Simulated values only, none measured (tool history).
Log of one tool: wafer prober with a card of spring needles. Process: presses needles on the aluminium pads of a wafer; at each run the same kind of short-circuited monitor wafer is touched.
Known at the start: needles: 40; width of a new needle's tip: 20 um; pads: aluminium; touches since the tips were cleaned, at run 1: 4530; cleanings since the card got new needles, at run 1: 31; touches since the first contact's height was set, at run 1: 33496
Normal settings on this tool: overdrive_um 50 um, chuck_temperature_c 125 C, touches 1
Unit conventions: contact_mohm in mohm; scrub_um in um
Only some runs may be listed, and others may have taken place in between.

| run | hour | overdrive_um | chuck_temperature_c | touches | touches since the tips were cleaned | cleanings since the card got new needles | touches since the first contact's height was set | contact_mohm | scrub_um |
|---|---|---|---|---|---|---|---|---|---|
| 1 | 0 | 50 | 125 | 1 | 4530 | 31 | 33496 | 512 | 6.29 |
|  | 2 | tips cleaned on abrasive film |
| 2 | 10.4 | 50 | 125 | 1 | 4429 | 32 | 38948 | 674 | 6.25 |
|  | 12.2 | tips cleaned on abrasive film |
| 3 | 19.2 | 50 | 125 | 1 | 3719 | 33 | 43595 | 499 | 6.25 |
|  | 22.6 | tips cleaned on abrasive film |
| 4 | 25.8 | 50 | 125 | 1 | 1718 | 34 | 47066 | 376 | 6.22 |
|  | 33.1 | tips cleaned on abrasive film |
| 5 | 33.7 | 50 | 125 | 1 | 312 | 35 | 51202 | 270 | 6.23 |
| 6 | 41.7 | 56 | 125 | 1 | 4525 | 35 | 55415 | 443 | 6.98 |
|  | 43.6 | tips cleaned on abrasive film |
|  | 54 | tips cleaned on abrasive film |
| 7 | 55.5 | 56 | 125 | 1 | 759 | 37 | 62639 | 289 | 6.95 |
| 8 | 61.2 | 56 | 125 | 1 | 3803 | 37 | 65683 | 433 | 6.97 |
|  | 64.6 | tips cleaned on abrasive film |
| 9 | 70.5 | 56 | 125 | 1 | 3121 | 38 | 70573 | 409 | 6.96 |
|  | 74.9 | tips cleaned on abrasive film |
|  | 75.7 | tips cleaned on abrasive film, once more |
| 10 | 84.4 | 50 | 35 | 1 | 4587 | 40 | 77835 | 548 | 6.15 |
|  | 86.5 | tips cleaned on abrasive film |
| 11 | 92.1 | 50 | 125 | 1 | 2953 | 41 | 81859 | 464 | 6.2 |
|  | 96.6 | tips cleaned on abrasive film |
| 12 | 105.3 | 50 | 125 | 1 | 4613 | 42 | 88818 | 526 | 6.12 |
|  | 107.2 | tips cleaned on abrasive film |
| 13 | 115 | 50 | 125 | 2 | 4112 | 43 | 93919 | 394 | 6.11 |
|  | 117.3 | tips cleaned on abrasive film |
| 14 | 126.9 | 30 | 26 | 1 | 5131 | 44 | 100238 | 1324 | 3.62 |
|  | 128.3 | tips cleaned on abrasive film |
| 15 | 135.5 | 30 | 26 | 1 | 3792 | 45 | 104708 | 1180 | 3.6 |
|  | 138.4 | tips cleaned on abrasive film |
| 16 | 147.5 | 32 | 41 | 2 | 4832 | 46 | 111030 | 782 | 3.84 |
|  | 149.3 | tips cleaned on abrasive film |
| 17 | 155.4 | 33 | 29 | 2 | 3233 | 47 | 115190 | 624 | 4.01 |
|  | 160.4 | tips cleaned on abrasive film |
| 18 | 162.1 | 50 | 36 | 1 | 910 | 48 | 118678 | 335 | 6.14 |
| 19 | 169.2 | 50 | 36 | 1 | 4713 | 48 | 122481 | 576 | 6.11 |

Below are 5 alternative next runs, each starting from the tool's condition after run 19. Predict each:
|  | 170.5 | tips cleaned on abrasive film |
|  | 181.1 | tips cleaned on abrasive film |
| A | 181.1 | 33 | 48 | 1 | 38 | 50 | 128694 | ? | ? |
|  | 170.5 | tips cleaned on abrasive film |
|  | 181.1 | tips cleaned on abrasive film |
| B | 181.1 | 40 | 38 | 1 | 38 | 50 | 128694 | ? | ? |
|  | 170.5 | tips cleaned on abrasive film |
|  | 181.1 | tips cleaned on abrasive film |
| C | 181.1 | 51 | 25 | 1 | 38 | 50 | 128694 | ? | ? |
|  | 170.5 | tips cleaned on abrasive film |
|  | 181.1 | tips cleaned on abrasive film |
| D | 181.1 | 36 | 32 | 2 | 38 | 50 | 128694 | ? | ? |
|  | 170.5 | tips cleaned on abrasive film |
|  | 181.1 | tips cleaned on abrasive film |
| E | 181.1 | 46 | 37 | 1 | 38 | 50 | 128694 | ? | ? |

| run | contact_mohm | scrub_um |
|---|---|---|
| A | 285 | 3.96 |
| B | 252 | 4.85 |
| C | 221 | 6.19 |
| D | 244 | 4.31 |
| E | 236 | 5.6 |
The same runs, with their run-to-run variation unchanged, on a tool lacking any hidden condition would have given:
| run | contact_mohm | scrub_um |
|---|---|---|
| A | 213 | 4.17 |
| B | 202 | 5.06 |
| C | 189 | 6.41 |
| D | 204 | 4.53 |
| E | 198 | 5.81 |
